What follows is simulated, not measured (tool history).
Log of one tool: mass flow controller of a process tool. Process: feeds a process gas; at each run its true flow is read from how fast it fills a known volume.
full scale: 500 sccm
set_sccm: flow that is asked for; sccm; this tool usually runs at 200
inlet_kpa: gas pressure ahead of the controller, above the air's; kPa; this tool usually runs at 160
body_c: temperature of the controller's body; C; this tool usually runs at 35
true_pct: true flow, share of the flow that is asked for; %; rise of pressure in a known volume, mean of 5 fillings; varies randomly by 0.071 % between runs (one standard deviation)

Run 1, hour 0: usual settings. Result: true_pct 100.17 %.
Run 2, hour 94.2: usual settings. Result: true_pct 100.22 %.
Run 3, hour 192.8: usual settings. Result: true_pct 100.03 %.
Run 4, hour 264.2: usual settings but inlet_kpa 228 kPa. Result: true_pct 99.74 %.
Run 5, hour 326.6: usual settings but inlet_kpa 228 kPa. Result: true_pct 99.72 %.
Run 6, hour 386.8: usual settings but inlet_kpa 228 kPa. Result: true_pct 99.67 %.
Run 7, hour 499.8: usual settings but inlet_kpa 211 kPa. Result: true_pct 99.69 %.
Run 8, hour 557.5: usual settings but inlet_kpa 211 kPa. Result: true_pct 99.86 %.
Run 9, hour 667.8: usual settings but body_c 36 C. Result: true_pct 100.16 %.

Run 10, settings as shown, results not yet in. Your forecast:
Run 10, hour 795.6: usual settings but body_c 36 C. Result: true_pct ?.

{"run 10": {"true_pct": 100.22}}
Minus the tool's unlogged condition, the same run would have read true_pct 100.39 %.
